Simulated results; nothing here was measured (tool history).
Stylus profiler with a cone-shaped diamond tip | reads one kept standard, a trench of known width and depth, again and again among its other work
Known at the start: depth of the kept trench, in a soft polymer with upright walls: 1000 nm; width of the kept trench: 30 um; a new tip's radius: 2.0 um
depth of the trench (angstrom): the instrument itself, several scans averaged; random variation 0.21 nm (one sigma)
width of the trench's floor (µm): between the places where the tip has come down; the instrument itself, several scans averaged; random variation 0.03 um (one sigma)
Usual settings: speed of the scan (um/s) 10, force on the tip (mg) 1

| run | hour | speed of the scan (um/s) | force on the tip (mg) | depth of the trench (angstrom) | width of the trench's floor (µm) |
|---|---|---|---|---|---|
| 1 | 0 | 10 | 1 | 10069.1 | 26.36 |
| 2 | 40.8 | 10 | 1 | 10066.5 | 26.28 |
| 3 | 103.5 | 10 | 1 | 10068.6 | 26.18 |
| 4 | 166.1 | 10 | 1 | 10065.1 | 26.02 |
| 5 | 206.8 | 10 | 0.96 | 10063.7 | 25.95 |
| 6 | 286.8 | 10 | 0.96 | 10059.9 | 25.85 |
| 7 | 368 | 10 | 0.78 | 10048.4 | 25.69 |
| 8 | 409.9 | 10 | 0.78 | 10046.7 | 25.66 |
| 9 | 471.2 | 10 | 0.78 | 10042.5 | 25.58 |
| 10 | 505.9 | 6 | 0.78 | 10041.6 | 25.55 |
| 11 | 545.9 | 4 | 1 | 10053.8 | 25.44 |
| 12 | 614 | 10 | 1 | 10055.2 | 25.33 |
| 13 | 698.7 | 10 | 1 | 10053.9 | 25.19 |
| 14 | 739.5 | 10 | 1 | 10051 | 25.17 |
| 15 | 792.5 | 10 | 1 | 10049.2 | 25.07 |
| 16 | 865.8 | 10 | 1 | 10047.5 | 24.95 |
| 17 | 915.1 | 10 | 0.63 | 10027.7 | 24.93 |
| 18 | 988.4 | 10 | 0.94 | 10042.9 | 24.83 |
| 19 | 1066.7 | 10 | 0.94 | 10037.1 | 24.7 |
| 20 | 1107.5 | 10 | 0.94 | 10037.3 | 24.63 |
| 21 | 1177.7 | 10 | 0.94 | 10036.5 | 24.5 |
| 22 | 1258 | 10 | 0.94 | 10038.4 | 24.42 |
| 23 | 1318.3 | 10 | 0.94 | 10032.2 | 24.38 |
| 24 | 1399.5 | 10 | 0.94 | 10032.9 | 24.32 |
| 25 | 1457 | 18 | 1 | 10032.5 | 24.09 |
| 26 | 1510.6 | 18 | 1 | 10031.3 | 24.09 |
| 27 | 1577.4 | 28 | 2.79 | 10093.4 | 24.02 |
| 28 | 1626.4 | 28 | 2.79 | 10096.9 | 23.95 |
|  | 1669.6 | height scale calibrated on a step standard |
| 29 | 1670.8 | 4 | 0.82 | 10057.8 | 24.01 |
| 30 | 1725 | 16 | 1.05 | 10068.9 | 23.86 |
| 31 | 1798.3 | 4 | 0.74 | 10048.5 | 23.84 |
| 32 | 1861.2 | 4 | 0.74 | 10052.6 | 23.79 |
| 33 | 1921.6 | 11 | 0.4 | 10031.4 | 23.64 |
| 34 | 1999 | 5 | 0.68 | 10045.1 | 23.61 |
| 35 | 2079.4 | 5 | 0.68 | 10041.3 | 23.45 |
| 36 | 2159.3 | 5 | 0.68 | 10043.2 | 23.38 |
| 37 | 2234.8 | 13 | 2.21 | 10098.8 | 23.35 |
|  | 2268.1 | new tip fitted, height scale calibrated |
| 38 | 2288.4 | 5 | 2.03 | 10103 | 26.5 |
| 39 | 2353.8 | 8 | 1.25 | 10078.4 | 26.29 |
| 40 | 2407 | 7 | 0.5 | 10044.1 | 26.19 |
| 41 | 2451.9 | 33 | 2.52 | 10119.6 | 26.08 |
| 42 | 2525.8 | 33 | 2.52 | 10119 | 25.9 |
| 43 | 2606.1 | 13 | 2 | 10098 | 25.84 |
| 44 | 2644.7 | 9 | 1.53 | 10081.7 | 25.81 |
| 45 | 2694 | 10 | 0.38 | 10033.8 | 25.72 |
| 46 | 2729 | 27 | 1.26 | 10067.8 | 25.53 |

Some steps in depth of the trench (angstrom) between neighbouring runs. How much of each would the tool show without its hidden state too (settings, what came in, random variation), and how much is left for the hidden state, with any gauge scatter that isn't in both results?
The hidden state here: radius of the tip, um; height scale over the true one, %; drift of the gauge itself on depth_nm, %; drift of the gauge itself on floor_um, %.
Run 12 -> 13: no setting changed, nothing entered. depth of the trench (angstrom) -1.3: hidden state -2, all else +0.7.
Run 26 -> 27: speed of the scan (um/s) 18 -> 28, force on the tip (mg) 1 -> 2.79. depth of the trench (angstrom) +62.1: hidden state -1.9, all else +64.
Run 28 -> 29: speed of the scan (um/s) 28 -> 4, force on the tip (mg) 2.79 -> 0.82, height scale calibrated on a step standard. depth of the trench (angstrom) -39.1: hidden state +37.1, all else -76.2.
Run 36 -> 37: speed of the scan (um/s) 5 -> 13, force on the tip (mg) 0.68 -> 2.21. depth of the trench (angstrom) +55.6: hidden state -1.9, all else +57.5.
Run 37 -> 38: speed of the scan (um/s) 13 -> 5, force on the tip (mg) 2.21 -> 2.03, new tip fitted, height scale calibrated. depth of the trench (angstrom) +4.2: hidden state +14.3, all else -10.1.
Run 40 -> 41: speed of the scan (um/s) 7 -> 33, force on the tip (mg) 0.5 -> 2.52. depth of the trench (angstrom) +75.5: hidden state -1.1, all else +76.6.

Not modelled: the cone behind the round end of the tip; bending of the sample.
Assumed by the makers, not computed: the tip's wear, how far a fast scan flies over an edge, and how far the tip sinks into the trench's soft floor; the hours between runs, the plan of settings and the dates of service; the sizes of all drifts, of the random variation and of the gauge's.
